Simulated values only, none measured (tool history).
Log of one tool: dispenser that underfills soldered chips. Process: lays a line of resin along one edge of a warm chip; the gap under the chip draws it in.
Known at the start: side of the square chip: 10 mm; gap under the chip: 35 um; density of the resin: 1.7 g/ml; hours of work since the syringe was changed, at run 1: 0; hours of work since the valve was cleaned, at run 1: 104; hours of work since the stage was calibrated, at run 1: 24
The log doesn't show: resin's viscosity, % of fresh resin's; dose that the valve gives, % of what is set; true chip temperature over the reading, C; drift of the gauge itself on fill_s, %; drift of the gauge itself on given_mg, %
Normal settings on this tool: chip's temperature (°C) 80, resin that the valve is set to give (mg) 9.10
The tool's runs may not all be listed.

run   hour  chip's temperature (°C)  resin that the valve is set to give (mg)  hours of work since the syringe was changed  hours of work since the valve was cleaned  hours of work since the stage was calibrated  time until the resin shows at the far edge (s)  resin that the valve gave (mg)
  1    0.0                       80                                      9.10                                            0                                        104                                            24                                           128.2                            8.62
  2    4.3                       80                                      9.10                                            3                                        107                                            26                                           161.3                            8.66
  3    7.4                       80                                      9.10                                            5                                        109                                            28                                           190.7                            8.50
       9.7  -- new syringe of resin
  4   11.5                       80                                      9.10                                            1                                        112                                            31                                           143.7                            8.55
      14.4  -- dispensing valve cleaned and set on the balance
  5   15.9                       80                                      9.10                                            3                                          1                                            33                                           167.9                            9.07
      20.6  -- new syringe of resin
  6   20.6                       80                                      9.10                                            0                                          4                                            36                                           126.9                            9.03
  7   23.2                       80                                      9.10                                            2                                          6                                            38                                           146.4                            9.01
  8   26.9                       80                                      9.10                                            4                                          8                                            40                                           181.0                            9.00
  9   29.4                       78                                      9.10                                            6                                         10                                            42                                           222.0                            9.02
      30.4  -- new syringe of resin
 10   32.9                       78                                     11.40                                            2                                         12                                            44                                           157.5                           11.33
 11   35.8                       78                                      8.06                                            4                                         14                                            46                                           189.4                            8.03
 12   39.3                       80                                      8.86                                            6                                         16                                            48                                           205.5                            8.79
      40.1  -- new syringe of resin
 13   44.7                       80                                      8.86                                            3                                         19                                            51                                           168.7                            8.80
 14   47.9                       80                                      8.86                                            5                                         21                                            53                                           195.6                            8.80
      49.9  -- new syringe of resin
 15   52.5                       80                                      9.10                                            2                                         24                                            56                                           151.1                            9.07
 16   56.6                       83                                      9.10                                            4                                         27                                            59                                           163.1                            8.89
 17   58.8                       80                                     10.77                                            6                                         28                                            60                                           204.9                           10.61
      59.6  -- new syringe of resin
 18   63.9                       80                                     10.77                                            3                                         31                                            63                                           156.8                           10.61
 19   66.1                       77                                      9.82                                            4                                         33                                            65                                           202.7                            9.64
      69.7  -- new syringe of resin
 20   71.3                       77                                      9.82                                            1                                         36                                            68                                           154.5                            9.65
 21   74.3                       86                                      7.78                                            3                                         38                                            70                                           133.1                            7.64
      79.6  -- new syringe of resin
 22   79.8                       69                                      8.12                                            0                                         41                                            73                                           207.6                            7.94
 23   84.9                       66                                      9.01                                            3                                         45                                            77                                           304.4                            8.89
 24   88.0                       66                                     10.91                                            5                                         47                                            79                                           354.8                           10.67
      89.2  -- new syringe of resin
 25   92.4                       66                                     10.91                                            2                                         49                                            81                                           272.9                           10.64
 26   97.5                       66                                     10.91                                            5                                         53                                            85                                           356.6                           10.60
      98.9  -- new syringe of resin
 27  101.9                       93                                     11.67                                            2                                         55                                            87                                            87.7                           11.36
 28  107.0                       70                                     11.74                                            5                                         59                                            91                                           287.1                           11.35
     108.7  -- new syringe of resin
 29  111.0                       78                                      8.48                                            1                                         61                                            93                                           156.1                            8.12
 30  116.4                       78                                      8.48                                            5                                         64                                            97                                           206.1                            8.22
     118.5  -- new syringe of resin
 31  119.9                       81                                      8.58                                            1                                         67                                            99                                           132.1                            8.29
 32  123.4                       81                                      8.58                                            3                                         69                                           101                                           163.1                            8.22
     128.2  -- new syringe of resin
 33  128.6                       81                                      8.58                                            0                                         72                                           104                                           126.9                            8.21

5 options for the next run, each taken on its own from the tool as it stands now. Forecast them:
  A  132.1                       77                                      8.58                                            3                                         74                                           107                                               ?                               ?
  B  132.1                       95                                      9.17                                            3                                         74                                           107                                               ?                               ?
  C  132.1                       81                                      8.05                                            3                                         74                                           107                                               ?                               ?
  D  132.1                       79                                     11.60                                            3                                         74                                           107                                               ?                               ?
  E  132.1                       87                                     10.52                                            3                                         74                                           107                                               ?                               ?

run  time until the resin shows at the far edge (s)  resin that the valve gave (mg)
  A                                           177.9                            8.29
  B                                            88.2                            8.79
  C                                           155.6                            7.75
  D                                           160.1                           11.19
  E                                           117.2                           10.10
With the hidden condition removed and each run's random variation left untouched, the same runs would have given:
run  time until the resin shows at the far edge (s)  resin that the valve gave (mg)
  A                                           143.7                            8.62
  B                                            71.4                            9.14
  C                                           125.5                            8.05
  D                                           130.2                           11.63
  E                                            95.2                           10.50
